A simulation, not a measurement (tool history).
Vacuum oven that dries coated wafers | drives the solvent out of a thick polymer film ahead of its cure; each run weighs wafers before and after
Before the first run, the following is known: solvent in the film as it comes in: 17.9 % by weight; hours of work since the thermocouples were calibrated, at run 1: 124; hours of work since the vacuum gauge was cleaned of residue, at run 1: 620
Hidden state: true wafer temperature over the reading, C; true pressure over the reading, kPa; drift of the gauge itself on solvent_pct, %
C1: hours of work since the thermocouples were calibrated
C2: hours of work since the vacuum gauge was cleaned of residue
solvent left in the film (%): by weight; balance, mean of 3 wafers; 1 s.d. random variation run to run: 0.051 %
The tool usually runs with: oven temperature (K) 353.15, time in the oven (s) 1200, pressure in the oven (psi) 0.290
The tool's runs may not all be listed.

run 1 hour=0.0 | oven_temperature_(K)=353.15 time_in_the_oven_(s)=1200 pressure_in_the_oven_(psi)=0.290 | C1=124 C2=620 | solvent_left_in_the_film_(%)=2.23
run 2 hour=47.4 | oven_temperature_(K)=353.15 time_in_the_oven_(s)=1200 pressure_in_the_oven_(psi)=0.290 | C1=144 C2=640 | solvent_left_in_the_film_(%)=2.15
run 3 hour=83.8 | oven_temperature_(K)=353.15 time_in_the_oven_(s)=1200 pressure_in_the_oven_(psi)=0.290 | C1=159 C2=655 | solvent_left_in_the_film_(%)=2.16
run 4 hour=128.1 | oven_temperature_(K)=353.15 time_in_the_oven_(s)=1200 pressure_in_the_oven_(psi)=0.290 | C1=178 C2=674 | solvent_left_in_the_film_(%)=2.21
run 5 hour=150.8 | oven_temperature_(K)=353.15 time_in_the_oven_(s)=1500 pressure_in_the_oven_(psi)=0.290 | C1=187 C2=683 | solvent_left_in_the_film_(%)=2.02
run 6 hour=176.6 | oven_temperature_(K)=353.15 time_in_the_oven_(s)=1500 pressure_in_the_oven_(psi)=0.290 | C1=198 C2=694 | solvent_left_in_the_film_(%)=1.93
run 7 hour=214.8 | oven_temperature_(K)=353.15 time_in_the_oven_(s)=1200 pressure_in_the_oven_(psi)=0.290 | C1=215 C2=711 | solvent_left_in_the_film_(%)=2.23
run 8 hour=244.5 | oven_temperature_(K)=353.15 time_in_the_oven_(s)=1200 pressure_in_the_oven_(psi)=0.290 | C1=227 C2=723 | solvent_left_in_the_film_(%)=2.25
run 9 hour=266.6 | oven_temperature_(K)=353.15 time_in_the_oven_(s)=1200 pressure_in_the_oven_(psi)=0.290 | C1=236 C2=732 | solvent_left_in_the_film_(%)=2.21
run 10 hour=315.7 | oven_temperature_(K)=353.15 time_in_the_oven_(s)=1200 pressure_in_the_oven_(psi)=0.290 | C1=257 C2=753 | solvent_left_in_the_film_(%)=2.16
run 11 hour=347.8 | oven_temperature_(K)=353.15 time_in_the_oven_(s)=1560 pressure_in_the_oven_(psi)=0.290 | C1=271 C2=767 | solvent_left_in_the_film_(%)=2.01
run 12 hour=387.4 | oven_temperature_(K)=365.15 time_in_the_oven_(s)=1560 pressure_in_the_oven_(psi)=0.290 | C1=287 C2=783 | solvent_left_in_the_film_(%)=1.16
run 13 hour=430.6 | oven_temperature_(K)=365.15 time_in_the_oven_(s)=1560 pressure_in_the_oven_(psi)=0.290 | C1=306 C2=802 | solvent_left_in_the_film_(%)=1.18
run 14 hour=451.5 | oven_temperature_(K)=353.15 time_in_the_oven_(s)=1200 pressure_in_the_oven_(psi)=0.290 | C1=315 C2=810 | solvent_left_in_the_film_(%)=2.27
run 15 hour=494.5 | oven_temperature_(K)=348.15 time_in_the_oven_(s)=1980 pressure_in_the_oven_(psi)=0.290 | C1=333 C2=829 | solvent_left_in_the_film_(%)=2.35
run 16 hour=545.4 | oven_temperature_(K)=352.15 time_in_the_oven_(s)=1620 pressure_in_the_oven_(psi)=0.307 | C1=354 C2=850 | solvent_left_in_the_film_(%)=2.13
run 17 hour=591.8 | oven_temperature_(K)=352.15 time_in_the_oven_(s)=1620 pressure_in_the_oven_(psi)=0.307 | C1=374 C2=870 | solvent_left_in_the_film_(%)=2.11
run 18 hour=636.5 | oven_temperature_(K)=353.15 time_in_the_oven_(s)=720 pressure_in_the_oven_(psi)=0.290 | C1=393 C2=889 | solvent_left_in_the_film_(%)=3.38
run 19 hour=659.4 | oven_temperature_(K)=352.15 time_in_the_oven_(s)=1800 pressure_in_the_oven_(psi)=0.290 | C1=402 C2=898 | solvent_left_in_the_film_(%)=1.97
run 20 hour=704.9 | oven_temperature_(K)=361.15 time_in_the_oven_(s)=1200 pressure_in_the_oven_(psi)=0.841 | C1=422 C2=918 | solvent_left_in_the_film_(%)=3.84
run 21 hour=732.7 | oven_temperature_(K)=340.15 time_in_the_oven_(s)=780 pressure_in_the_oven_(psi)=0.344 | C1=433 C2=929 | solvent_left_in_the_film_(%)=7.62
run 22 hour=771.9 | oven_temperature_(K)=340.15 time_in_the_oven_(s)=780 pressure_in_the_oven_(psi)=0.344 | C1=450 C2=946 | solvent_left_in_the_film_(%)=7.58
run 23 hour=797.9 | oven_temperature_(K)=340.15 time_in_the_oven_(s)=780 pressure_in_the_oven_(psi)=0.344 | C1=461 C2=957 | solvent_left_in_the_film_(%)=7.51
run 24 hour=831.5 | oven_temperature_(K)=366.15 time_in_the_oven_(s)=1680 pressure_in_the_oven_(psi)=0.447 | C1=475 C2=971 | solvent_left_in_the_film_(%)=1.68
run 25 hour=854.1 | oven_temperature_(K)=366.15 time_in_the_oven_(s)=1680 pressure_in_the_oven_(psi)=0.447 | C1=485 C2=981 | solvent_left_in_the_film_(%)=1.69
run 26 hour=896.2 | oven_temperature_(K)=345.15 time_in_the_oven_(s)=1320 pressure_in_the_oven_(psi)=0.209 | C1=502 C2=998 | solvent_left_in_the_film_(%)=2.98
run 27 hour=933.9 | oven_temperature_(K)=345.15 time_in_the_oven_(s)=1320 pressure_in_the_oven_(psi)=0.209 | C1=518 C2=1014 | solvent_left_in_the_film_(%)=2.99

Branching from run 27: 5 alternative next runs. What would each branch give?
run A hour=962.6 | oven_temperature_(K)=342.15 time_in_the_oven_(s)=1200 pressure_in_the_oven_(psi)=0.719 | C1=530 C2=1026 | solvent_left_in_the_film_(%)=?
run B hour=962.6 | oven_temperature_(K)=357.15 time_in_the_oven_(s)=1620 pressure_in_the_oven_(psi)=0.759 | C1=530 C2=1026 | solvent_left_in_the_film_(%)=?
run C hour=962.6 | oven_temperature_(K)=338.15 time_in_the_oven_(s)=1320 pressure_in_the_oven_(psi)=0.209 | C1=530 C2=1026 | solvent_left_in_the_film_(%)=?
run D hour=962.6 | oven_temperature_(K)=360.15 time_in_the_oven_(s)=1800 pressure_in_the_oven_(psi)=0.209 | C1=530 C2=1026 | solvent_left_in_the_film_(%)=?
run E hour=962.6 | oven_temperature_(K)=344.15 time_in_the_oven_(s)=1320 pressure_in_the_oven_(psi)=0.209 | C1=530 C2=1026 | solvent_left_in_the_film_(%)=?

run=A solvent_left_in_the_film_(%)=8.55
run=B solvent_left_in_the_film_(%)=4.01
run=C solvent_left_in_the_film_(%)=4.94
run=D solvent_left_in_the_film_(%)=0.99
run=E solvent_left_in_the_film_(%)=3.15
Without the tool's hidden state the same runs would have given:
run=A solvent_left_in_the_film_(%)=8.51
run=B solvent_left_in_the_film_(%)=3.99
run=C solvent_left_in_the_film_(%)=4.90
run=D solvent_left_in_the_film_(%)=0.98
run=E solvent_left_in_the_film_(%)=3.11
